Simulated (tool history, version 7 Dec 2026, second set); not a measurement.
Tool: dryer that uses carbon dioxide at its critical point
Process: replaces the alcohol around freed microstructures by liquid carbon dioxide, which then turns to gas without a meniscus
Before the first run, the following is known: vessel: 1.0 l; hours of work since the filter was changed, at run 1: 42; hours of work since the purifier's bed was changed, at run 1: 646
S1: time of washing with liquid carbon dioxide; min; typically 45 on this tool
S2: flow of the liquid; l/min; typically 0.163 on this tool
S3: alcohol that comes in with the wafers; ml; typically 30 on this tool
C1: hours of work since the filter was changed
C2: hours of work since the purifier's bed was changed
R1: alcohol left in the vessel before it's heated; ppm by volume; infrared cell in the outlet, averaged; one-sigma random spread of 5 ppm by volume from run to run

{"run": 1, "hour": 0.0, "S1": 45, "S2": 0.163, "S3": 30, "C1": 42, "C2": 646, "R1": 143}
{"run": 2, "hour": 20.8, "S1": 45, "S2": 0.163, "S3": 30, "C1": 52, "C2": 657, "R1": 152}
{"run": 3, "hour": 46.6, "S1": 45, "S2": 0.163, "S3": 37, "C1": 66, "C2": 670, "R1": 169}
{"run": 4, "hour": 60.7, "S1": 45, "S2": 0.106, "S3": 37, "C1": 73, "C2": 678, "R1": 672}
{"run": 5, "hour": 84.0, "S1": 34, "S2": 0.163, "S3": 30, "C1": 85, "C2": 690, "R1": 372}
{"run": 6, "hour": 104.1, "S1": 34, "S2": 0.163, "S3": 30, "C1": 96, "C2": 700, "R1": 379}
{"run": 7, "hour": 121.8, "S1": 34, "S2": 0.163, "S3": 30, "C1": 105, "C2": 709, "R1": 384}
{"run": 8, "hour": 142.1, "S1": 45, "S2": 0.184, "S3": 30, "C1": 116, "C2": 720, "R1": 150}
{"run": 9, "hour": 164.3, "S1": 45, "S2": 0.163, "S3": 27, "C1": 127, "C2": 732, "R1": 174}
{"run": 10, "hour": 186.6, "S1": 45, "S2": 0.163, "S3": 27, "C1": 139, "C2": 743, "R1": 190}
{"run": 11, "hour": 206.0, "S1": 45, "S2": 0.163, "S3": 30, "C1": 149, "C2": 753, "R1": 191}
{"run": 12, "hour": 219.9, "S1": 45, "S2": 0.163, "S3": 30, "C1": 156, "C2": 761, "R1": 205}
{"run": 13, "hour": 236.6, "S1": 45, "S2": 0.163, "S3": 30, "C1": 165, "C2": 769, "R1": 202}
{"run": 14, "hour": 267.7, "S1": 45, "S2": 0.163, "S3": 30, "C1": 181, "C2": 785, "R1": 211}
{"run": 15, "hour": 296.9, "S1": 45, "S2": 0.163, "S3": 30, "C1": 196, "C2": 801, "R1": 214}
{"run": 16, "hour": 321.8, "S1": 45, "S2": 0.163, "S3": 30, "C1": 209, "C2": 814, "R1": 224}
{"run": 17, "hour": 349.2, "S1": 44, "S2": 0.163, "S3": 30, "C1": 224, "C2": 828, "R1": 237}
{"run": 18, "hour": 379.8, "S1": 60, "S2": 0.163, "S3": 30, "C1": 240, "C2": 844, "R1": 153}
{"run": 19, "hour": 396.5, "S1": 45, "S2": 0.163, "S3": 25, "C1": 248, "C2": 853, "R1": 217}
{"run": 20, "hour": 416.7, "S1": 45, "S2": 0.163, "S3": 30, "C1": 259, "C2": 863, "R1": 249}
{"hour": 429.5, "done": "inlet filter changed"}
{"run": 21, "hour": 434.9, "S1": 45, "S2": 0.163, "S3": 84, "C1": 3, "C2": 872, "R1": 250}
{"run": 22, "hour": 453.8, "S1": 40, "S2": 0.163, "S3": 30, "C1": 13, "C2": 882, "R1": 226}
{"run": 23, "hour": 479.1, "S1": 45, "S2": 0.191, "S3": 30, "C1": 26, "C2": 895, "R1": 151}
{"run": 24, "hour": 507.7, "S1": 45, "S2": 0.163, "S3": 39, "C1": 41, "C2": 910, "R1": 192}
{"run": 25, "hour": 540.9, "S1": 43, "S2": 0.163, "S3": 70, "C1": 58, "C2": 927, "R1": 295}
{"run": 26, "hour": 556.3, "S1": 60, "S2": 0.163, "S3": 30, "C1": 66, "C2": 935, "R1": 156}
{"run": 27, "hour": 587.7, "S1": 60, "S2": 0.163, "S3": 30, "C1": 82, "C2": 952, "R1": 159}
{"run": 28, "hour": 617.4, "S1": 60, "S2": 0.163, "S3": 30, "C1": 98, "C2": 967, "R1": 151}
{"run": 29, "hour": 646.2, "S1": 46, "S2": 0.264, "S3": 45, "C1": 113, "C2": 982, "R1": 151}
{"run": 30, "hour": 665.7, "S1": 46, "S2": 0.264, "S3": 45, "C1": 123, "C2": 992, "R1": 151}
{"run": 31, "hour": 681.6, "S1": 46, "S2": 0.136, "S3": 100, "C1": 131, "C2": 1001, "R1": 682}
{"run": 32, "hour": 702.2, "S1": 38, "S2": 0.183, "S3": 25, "C1": 142, "C2": 1012, "R1": 228}
{"run": 33, "hour": 733.1, "S1": 45, "S2": 0.163, "S3": 95, "C1": 158, "C2": 1028, "R1": 393}
{"run": 34, "hour": 759.3, "S1": 45, "S2": 0.163, "S3": 95, "C1": 172, "C2": 1041, "R1": 414}
{"run": 35, "hour": 792.5, "S1": 45, "S2": 0.163, "S3": 95, "C1": 189, "C2": 1059, "R1": 427}
{"run": 36, "hour": 823.4, "S1": 45, "S2": 0.163, "S3": 33, "C1": 205, "C2": 1075, "R1": 273}
{"run": 37, "hour": 850.3, "S1": 54, "S2": 0.163, "S3": 32, "C1": 219, "C2": 1089, "R1": 206}
{"run": 38, "hour": 870.3, "S1": 31, "S2": 0.145, "S3": 93, "C1": 230, "C2": 1099, "R1": 2978}
{"run": 39, "hour": 895.5, "S1": 40, "S2": 0.184, "S3": 80, "C1": 243, "C2": 1112, "R1": 465}
{"run": 40, "hour": 913.5, "S1": 40, "S2": 0.184, "S3": 80, "C1": 252, "C2": 1122, "R1": 459}
{"run": 41, "hour": 929.5, "S1": 41, "S2": 0.135, "S3": 21, "C1": 261, "C2": 1130, "R1": 472}
{"hour": 940.8, "done": "inlet filter changed"}
{"run": 42, "hour": 956.4, "S1": 44, "S2": 0.135, "S3": 53, "C1": 8, "C2": 1144, "R1": 419}
{"run": 43, "hour": 976.5, "S1": 45, "S2": 0.179, "S3": 30, "C1": 19, "C2": 1154, "R1": 204}
{"run": 44, "hour": 1000.4, "S1": 45, "S2": 0.163, "S3": 93, "C1": 31, "C2": 1167, "R1": 331}
{"run": 45, "hour": 1023.6, "S1": 45, "S2": 0.258, "S3": 30, "C1": 43, "C2": 1179, "R1": 185}
{"run": 46, "hour": 1050.9, "S1": 45, "S2": 0.258, "S3": 30, "C1": 57, "C2": 1193, "R1": 189}
{"run": 47, "hour": 1074.6, "S1": 45, "S2": 0.114, "S3": 47, "C1": 70, "C2": 1205, "R1": 710}

Alternative continuations, all from the tool just after run 47; predict every row:
{"run": "A", "hour": 1089.5, "S1": 52, "S2": 0.129, "S3": 30, "C1": 78, "C2": 1213, "R1": "?"}
{"run": "B", "hour": 1089.5, "S1": 35, "S2": 0.114, "S3": 108, "C1": 78, "C2": 1213, "R1": "?"}
{"run": "C", "hour": 1089.5, "S1": 45, "S2": 0.183, "S3": 47, "C1": 78, "C2": 1213, "R1": "?"}
{"run": "D", "hour": 1089.5, "S1": 45, "S2": 0.182, "S3": 47, "C1": 78, "C2": 1213, "R1": "?"}

run=A R1=276
run=B R1=3456
run=C R1=229
run=D R1=224
Without the tool's hidden state the same runs would have given:
run=A R1=69
run=B R1=2680
run=C R1=33
run=D R1=24
